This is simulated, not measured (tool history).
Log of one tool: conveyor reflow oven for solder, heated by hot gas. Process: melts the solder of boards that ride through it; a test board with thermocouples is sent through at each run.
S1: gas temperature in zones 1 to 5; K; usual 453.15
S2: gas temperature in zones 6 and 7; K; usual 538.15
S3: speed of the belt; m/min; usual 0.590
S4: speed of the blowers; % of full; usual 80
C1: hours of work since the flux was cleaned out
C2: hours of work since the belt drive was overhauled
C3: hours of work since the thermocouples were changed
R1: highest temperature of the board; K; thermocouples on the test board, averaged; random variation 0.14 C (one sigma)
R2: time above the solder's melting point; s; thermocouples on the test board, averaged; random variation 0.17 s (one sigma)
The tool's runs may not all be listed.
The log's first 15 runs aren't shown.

| run | hour | S1 | S2 | S3 | S4 | C1 | C2 | C3 | R1 | R2 |
|---|---|---|---|---|---|---|---|---|---|---|
| 16 | 683.7 | 453.15 | 543.15 | 0.519 | 80 | 105 | 1511 | 498 | 534.85 | 72.9 |
|  | 697.1 | belt drive overhauled, speed set with a stopwatch |
| 17 | 743.6 | 454.15 | 538.15 | 0.590 | 59 | 136 | 26 | 529 | 520.85 | 51.6 |
| 18 | 789.8 | 454.15 | 538.15 | 0.590 | 53 | 162 | 52 | 555 | 518.95 | 49.0 |
| 19 | 848.6 | 464.15 | 527.15 | 0.556 | 69 | 195 | 85 | 588 | 517.55 | 58.1 |
| 20 | 885.1 | 464.15 | 527.15 | 0.556 | 69 | 215 | 105 | 608 | 517.65 | 58.2 |
| 21 | 911.6 | 444.15 | 537.15 | 0.706 | 69 | 230 | 120 | 623 | 513.65 | 33.8 |
| 22 | 948.0 | 453.15 | 538.15 | 0.590 | 89 | 250 | 140 | 643 | 527.45 | 57.4 |
| 23 | 978.2 | 453.15 | 538.15 | 0.590 | 89 | 267 | 157 | 660 | 527.25 | 57.2 |
| 24 | 1022.2 | 440.15 | 532.15 | 0.590 | 55 | 292 | 182 | 685 | 511.05 | 36.6 |

The next listed run, before its measurement:
|  | 1039.4 | flux residue cleaned out of gas plates and filters |
| 25 | 1070.0 | 452.15 | 549.15 | 0.614 | 67 | 17 | 206 | 709 | ? | ? |

R1: 532.15 K
R2: 56.6 s
Without the tool's hidden state the same run would have given R1 530.55 K, R2 55.3 s.
